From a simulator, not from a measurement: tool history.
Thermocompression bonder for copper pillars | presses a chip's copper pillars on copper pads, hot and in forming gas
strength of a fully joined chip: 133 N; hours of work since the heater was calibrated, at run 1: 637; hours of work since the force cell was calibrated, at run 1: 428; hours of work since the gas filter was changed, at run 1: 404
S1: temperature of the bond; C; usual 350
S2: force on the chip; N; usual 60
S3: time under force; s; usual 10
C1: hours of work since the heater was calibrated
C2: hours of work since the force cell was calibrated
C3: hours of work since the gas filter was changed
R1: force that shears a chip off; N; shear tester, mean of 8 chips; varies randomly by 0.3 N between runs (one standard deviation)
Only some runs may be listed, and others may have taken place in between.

run	hour	S1	S2	S3	C1	C2	C3	R1
1	0	350	60	10	637	428	404	42.2
2	26	350	60	5	648	439	414	32
3	45.8	350	60	12	656	447	423	45.2
4	69	350	60	12	666	457	432	44
5	106	350	60	12	681	472	448	44.3
# hour 128.8: forming gas filter changed
6	144.4	350	60	17	697	488	6	58
7	162.6	343	60	10	705	495	14	44.7
8	194.2	343	60	10	718	509	27	44.8
9	228.3	350	60	10	732	523	41	46.7
10	266.9	350	60	9	748	539	57	45
11	297.4	359	60	10	761	551	70	49.6
12	321.6	350	60	19	771	561	80	59.4
13	358.2	359	70	9	786	577	95	52.7
14	381.3	331	44	27	795	586	105	46.2
15	413.6	323	73	10	809	600	118	42.9
16	434.1	350	60	5	817	608	127	34.2
17	460.9	350	60	5	828	619	138	34.2
18	484.7	348	47	9	838	629	148	35
19	519.4	379	80	13	853	644	162	73.6
20	550.7	350	60	6	866	657	175	36.5
21	587.3	325	45	10	881	672	190	29.2
22	622.6	325	45	10	896	686	205	28.3

Describe how what the log doesn't record of the tool's condition differs between the last listed run preceding each entry between runs and the first listed run following it.
In the gap between runs 5 and 6: forming gas filter changed (hour 128.8)
  true temperature of the bond over the reading, C: -3.8 -> -3.9; oxide that the forming gas leaves, % of the face: 12.81 -> 0.82
  the result without the hidden state subtracted from the measured one, R1: -7.2 -> -1.2 N
